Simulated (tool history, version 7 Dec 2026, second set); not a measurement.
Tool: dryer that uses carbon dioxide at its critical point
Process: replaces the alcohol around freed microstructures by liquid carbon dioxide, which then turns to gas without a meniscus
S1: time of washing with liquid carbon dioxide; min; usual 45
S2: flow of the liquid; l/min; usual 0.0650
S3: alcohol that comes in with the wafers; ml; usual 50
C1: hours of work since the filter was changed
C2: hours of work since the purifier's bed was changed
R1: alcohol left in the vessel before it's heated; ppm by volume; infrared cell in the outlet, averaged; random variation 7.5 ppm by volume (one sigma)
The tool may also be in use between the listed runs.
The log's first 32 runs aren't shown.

run	hour	S1	S2	S3	C1	C2	R1
33	904.4	30	0.0650	50	97	547	2872
34	931.9	45	0.0987	28	112	562	190
35	953.5	41	0.0987	102	124	574	286
36	986.8	29	0.0457	27	143	593	5133
37	1010.3	66	0.0457	23	157	607	362
38	1040.7	66	0.0457	23	174	624	391
39	1066.8	66	0.0457	23	189	639	395
# hour 1088.3: purifier's bed changed
40	1094.5	66	0.0457	23	203	4	234
41	1129.2	66	0.0601	23	222	23	54
42	1166.3	31	0.0856	50	243	44	977
43	1198.3	54	0.0955	36	261	62	32
44	1217.1	54	0.0955	37	272	73	44
45	1254.4	54	0.0466	30	293	94	823
46	1287.4	51	0.0717	20	312	113	120

4 ways to go on from here, each from the tool as it stands after run 46. What would each give?
A	1312.6	41	0.0559	35	326	127	?
B	1312.6	45	0.0938	47	326	127	?
C	1312.6	46	0.0562	21	326	127	?
D	1312.6	41	0.0463	20	326	127	?

run	R1
A	1485
B	118
C	573
D	1646
Without the tool's hidden state the same runs would have given:
run	R1
A	873
B	33
C	305
D	1060
